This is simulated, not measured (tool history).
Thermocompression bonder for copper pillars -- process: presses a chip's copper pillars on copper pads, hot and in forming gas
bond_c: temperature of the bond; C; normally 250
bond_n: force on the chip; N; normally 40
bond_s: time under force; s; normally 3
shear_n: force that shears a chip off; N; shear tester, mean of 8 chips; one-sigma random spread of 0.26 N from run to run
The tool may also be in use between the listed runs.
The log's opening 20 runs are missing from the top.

run 21 hour=402.6 | bond_c=230 bond_n=40 bond_s=3 | shear_n=40.5
run 22 hour=427.6 | bond_c=230 bond_n=40 bond_s=3 | shear_n=40.8
-- hour=430.3 forming gas filter changed
run 23 hour=455.1 | bond_c=247 bond_n=52 bond_s=4 | shear_n=66.8
run 24 hour=481.5 | bond_c=265 bond_n=29 bond_s=5 | shear_n=61.3
run 25 hour=494.8 | bond_c=265 bond_n=25 bond_s=5 | shear_n=55.6
run 26 hour=511.6 | bond_c=251 bond_n=37 bond_s=8 | shear_n=72.6
run 27 hour=532.1 | bond_c=277 bond_n=37 bond_s=5 | shear_n=79.3
run 28 hour=549.4 | bond_c=277 bond_n=37 bond_s=5 | shear_n=79.2
run 29 hour=562.6 | bond_c=236 bond_n=37 bond_s=3 | shear_n=41.3
run 30 hour=577.8 | bond_c=236 bond_n=44 bond_s=3 | shear_n=45.8
run 31 hour=600.1 | bond_c=250 bond_n=46 bond_s=2 | shear_n=48.9
run 32 hour=621.8 | bond_c=250 bond_n=46 bond_s=2 | shear_n=48.4
run 33 hour=633.6 | bond_c=250 bond_n=46 bond_s=2 | shear_n=48
run 34 hour=645.3 | bond_c=259 bond_n=31 bond_s=8 | shear_n=69.5
run 35 hour=667.6 | bond_c=259 bond_n=31 bond_s=8 | shear_n=69.4
run 36 hour=687.9 | bond_c=259 bond_n=31 bond_s=8 | shear_n=68.2
run 37 hour=701.3 | bond_c=224 bond_n=25 bond_s=8 | shear_n=39.5
run 38 hour=718.6 | bond_c=250 bond_n=58 bond_s=4 | shear_n=72.2

Here are 5 independent what-if runs from the current tool condition. What would each one return?
run A hour=729.8 | bond_c=250 bond_n=46 bond_s=4 | shear_n=?
run B hour=729.8 | bond_c=250 bond_n=55 bond_s=6 | shear_n=?
run C hour=729.8 | bond_c=250 bond_n=48 bond_s=4 | shear_n=?
run D hour=729.8 | bond_c=250 bond_n=50 bond_s=3 | shear_n=?
run E hour=729.8 | bond_c=250 bond_n=33 bond_s=9 | shear_n=?

run=A shear_n=62.2
run=B shear_n=79.9
run=C shear_n=63.4
run=D shear_n=59
run=E shear_n=67.6
Without the tool's hidden state the same runs would have given:
run=A shear_n=65.7
run=B shear_n=84.4
run=C shear_n=67
run=D shear_n=62.3
run=E shear_n=71.4

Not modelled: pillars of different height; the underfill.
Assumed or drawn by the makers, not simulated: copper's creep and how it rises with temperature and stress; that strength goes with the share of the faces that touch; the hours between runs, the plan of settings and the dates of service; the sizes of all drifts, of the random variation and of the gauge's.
